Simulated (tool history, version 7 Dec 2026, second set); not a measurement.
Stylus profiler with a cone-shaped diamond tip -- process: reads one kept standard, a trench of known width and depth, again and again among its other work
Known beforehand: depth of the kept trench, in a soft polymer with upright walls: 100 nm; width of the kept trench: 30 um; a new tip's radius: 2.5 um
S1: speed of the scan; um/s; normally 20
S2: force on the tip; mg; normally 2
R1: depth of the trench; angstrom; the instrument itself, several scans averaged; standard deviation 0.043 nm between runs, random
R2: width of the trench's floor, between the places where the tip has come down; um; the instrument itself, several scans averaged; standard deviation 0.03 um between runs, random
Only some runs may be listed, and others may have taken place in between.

run 1 hour=0 | S1=20 S2=2 | R1=1007.3 R2=28.34
run 2 hour=6.6 | S1=20 S2=2 | R1=1006.7 R2=28.38
run 3 hour=22.4 | S1=20 S2=2 | R1=1006.5 R2=28.42
run 4 hour=31 | S1=20 S2=2 | R1=1007.5 R2=28.37
run 5 hour=40 | S1=20 S2=2 | R1=1007 R2=28.36
run 6 hour=54.9 | S1=20 S2=2 | R1=1006.4 R2=28.37
run 7 hour=70.6 | S1=20 S2=2 | R1=1006.9 R2=28.35
run 8 hour=81.2 | S1=20 S2=2.91 | R1=1008.5 R2=28.4
run 9 hour=92 | S1=20 S2=2.91 | R1=1009 R2=28.41
run 10 hour=103.3 | S1=20 S2=2.91 | R1=1009.2 R2=28.43
run 11 hour=118.2 | S1=20 S2=2.91 | R1=1009.1 R2=28.35
run 12 hour=127.7 | S1=49 S2=2 | R1=1006 R2=28.18
run 13 hour=140.8 | S1=49 S2=2 | R1=1006.9 R2=28.13
run 14 hour=156.5 | S1=22 S2=2.27 | R1=1007.3 R2=28.35
run 15 hour=168 | S1=20 S2=4.66 | R1=1012.5 R2=28.44
run 16 hour=175.3 | S1=20 S2=5.35 | R1=1013.3 R2=28.44
run 17 hour=190.7 | S1=11 S2=4.33 | R1=1011.7 R2=28.44
run 18 hour=203.1 | S1=11 S2=4.33 | R1=1011.6 R2=28.45
run 19 hour=213.9 | S1=11 S2=4.33 | R1=1011.7 R2=28.47
run 20 hour=226.1 | S1=6 S2=2 | R1=1005.4 R2=28.42
run 21 hour=237.6 | S1=15 S2=2 | R1=1006.9 R2=28.45
run 22 hour=253.1 | S1=25 S2=2.25 | R1=1006.5 R2=28.31
run 23 hour=261.4 | S1=7 S2=3.6 | R1=1009.6 R2=28.47
run 24 hour=268.7 | S1=10 S2=2.62 | R1=1007.8 R2=28.42
run 25 hour=284.6 | S1=16 S2=0.67 | R1=1002.4 R2=28.3

Consider 4 possible next runs. They are alternatives, not a sequence: every one starts from the tool as it was left by run 25. What does each give?
run A hour=299.8 | S1=16 S2=1.37 | R1=? R2=?
run B hour=299.8 | S1=20 S2=2.76 | R1=? R2=?
run C hour=299.8 | S1=19 S2=4.48 | R1=? R2=?
run D hour=299.8 | S1=30 S2=2 | R1=? R2=?

run=A R1=1004.8 R2=28.38
run=B R1=1007.7 R2=28.39
run=C R1=1011.6 R2=28.41
run=D R1=1006.5 R2=28.31
Without the tool's hidden state the same runs would have given:
run=A R1=1006.3 R2=28.48
run=B R1=1009.2 R2=28.49
run=C R1=1013.1 R2=28.51
run=D R1=1008 R2=28.41

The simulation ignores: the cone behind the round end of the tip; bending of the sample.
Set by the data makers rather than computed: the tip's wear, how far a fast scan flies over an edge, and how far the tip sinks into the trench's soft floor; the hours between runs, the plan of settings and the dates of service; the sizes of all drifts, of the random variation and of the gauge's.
